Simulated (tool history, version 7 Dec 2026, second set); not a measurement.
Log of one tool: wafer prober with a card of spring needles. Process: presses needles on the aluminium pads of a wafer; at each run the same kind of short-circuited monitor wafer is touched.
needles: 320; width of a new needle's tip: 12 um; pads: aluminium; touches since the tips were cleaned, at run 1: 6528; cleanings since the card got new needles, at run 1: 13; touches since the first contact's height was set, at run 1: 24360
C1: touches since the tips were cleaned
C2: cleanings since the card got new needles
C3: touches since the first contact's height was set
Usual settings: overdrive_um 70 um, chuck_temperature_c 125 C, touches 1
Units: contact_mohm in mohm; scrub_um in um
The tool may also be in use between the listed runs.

Run 1, hour 0.0: usual settings; C1 6528; C2 13; C3 24360. Result: contact_mohm 307 mohm, scrub_um 13.44 um.
At hour 1.8: tips cleaned on abrasive film.
Run 2, hour 9.9: usual settings; C1 3881; C2 14; C3 29032. Result: contact_mohm 295 mohm, scrub_um 13.42 um.
At hour 16.9: tips cleaned on abrasive film.
Run 3, hour 17.2: usual settings; C1 135; C2 15; C3 32482. Result: contact_mohm 230 mohm, scrub_um 13.40 um.
Run 4, hour 28.4: usual settings but chuck_temperature_c 94 C; C1 5442; C2 15; C3 37789. Result: contact_mohm 295 mohm, scrub_um 13.34 um.
At hour 32.4: tips cleaned on abrasive film.
Run 5, hour 37.6: usual settings but chuck_temperature_c 94 C; C1 2502; C2 16; C3 42166. Result: contact_mohm 273 mohm, scrub_um 13.39 um.
Run 6, hour 45.0: usual settings but chuck_temperature_c 94 C; C1 6005; C2 16; C3 45669. Result: contact_mohm 291 mohm, scrub_um 13.41 um.
At hour 48.3: tips cleaned on abrasive film.
Run 7, hour 57.6: usual settings; C1 4430; C2 17; C3 51618. Result: contact_mohm 303 mohm, scrub_um 13.36 um.
Run 8, hour 63.2: usual settings; C1 7109; C2 17; C3 54297. Result: contact_mohm 303 mohm, scrub_um 13.31 um.
At hour 64.4: tips cleaned on abrasive film.
Run 9, hour 75.4: usual settings but chuck_temperature_c 63 C; C1 5271; C2 18; C3 60102. Result: contact_mohm 286 mohm, scrub_um 13.33 um.
At hour 79.9: tips cleaned on abrasive film.
Run 10, hour 82.7: usual settings but chuck_temperature_c 63 C; C1 1308; C2 19; C3 63510. Result: contact_mohm 253 mohm, scrub_um 13.39 um.
Run 11, hour 91.7: usual settings but touches 2; C1 5616; C2 19; C3 67818. Result: contact_mohm 267 mohm, scrub_um 13.29 um.
At hour 95.4: tips cleaned on abrasive film.
Run 12, hour 103.9: usual settings but touches 3; C1 4055; C2 20; C3 73571. Result: contact_mohm 248 mohm, scrub_um 13.26 um.
At hour 110.6: tips cleaned on abrasive film.
Run 13, hour 110.7: usual settings but touches 3; C1 15; C2 21; C3 76760. Result: contact_mohm 222 mohm, scrub_um 13.22 um.
Run 14, hour 119.0: usual settings but touches 3; C1 3994; C2 21; C3 80739. Result: contact_mohm 249 mohm, scrub_um 13.30 um.
At hour 125.9: tips cleaned on abrasive film.
Run 15, hour 130.3: usual settings but chuck_temperature_c 26 C; C1 2139; C2 22; C3 86093. Result: contact_mohm 251 mohm, scrub_um 13.23 um.
At hour 135.1: height of the first contact set anew.
At hour 141.4: tips cleaned on abrasive film.
Run 16, hour 141.4: usual settings but chuck_temperature_c 26 C; C1 0; C2 23; C3 2962. Result: contact_mohm 202 mohm, scrub_um 13.43 um.
Run 17, hour 154.0: usual settings but chuck_temperature_c 26 C; C1 5997; C2 23; C3 8959. Result: contact_mohm 272 mohm, scrub_um 13.39 um.
At hour 157.0: tips cleaned on abrasive film.
Run 18, hour 163.6: usual settings but chuck_temperature_c 26 C; C1 3135; C2 24; C3 13470. Result: contact_mohm 262 mohm, scrub_um 13.37 um.
Run 19, hour 170.0: usual settings but overdrive_um 85 um, chuck_temperature_c 49 C, touches 2; C1 6225; C2 24; C3 16560. Result: contact_mohm 244 mohm, scrub_um 16.26 um.
At hour 172.4: tips cleaned on abrasive film.
Run 20, hour 182.8: usual settings but overdrive_um 85 um, chuck_temperature_c 33 C, touches 2; C1 4967; C2 25; C3 22613. Result: contact_mohm 238 mohm, scrub_um 16.24 um.
At hour 188.4: tips cleaned on abrasive film.
Run 21, hour 191.3: usual settings but overdrive_um 56 um, chuck_temperature_c 103 C, touches 2; C1 1339; C2 26; C3 26583. Result: contact_mohm 247 mohm, scrub_um 10.70 um.
Run 22, hour 196.9: usual settings but overdrive_um 69 um, chuck_temperature_c 32 C, touches 2; C1 4009; C2 26; C3 29253. Result: contact_mohm 245 mohm, scrub_um 13.10 um.
Run 23, hour 202.8: usual settings but overdrive_um 64 um; C1 6835; C2 26; C3 32079. Result: contact_mohm 309 mohm, scrub_um 12.25 um.

The next listed run, before its measurement:
At hour 203.8: tips cleaned on abrasive film.
Run 24, hour 210.5: usual settings but overdrive_um 64 um; C1 3192; C2 27; C3 35696. Result: contact_mohm ?, scrub_um ?.

{"run 24": {"contact_mohm": 294, "scrub_um": 12.17}}
Without the tool's hidden state the same run would have given contact_mohm 224 mohm, scrub_um 12.28 um.
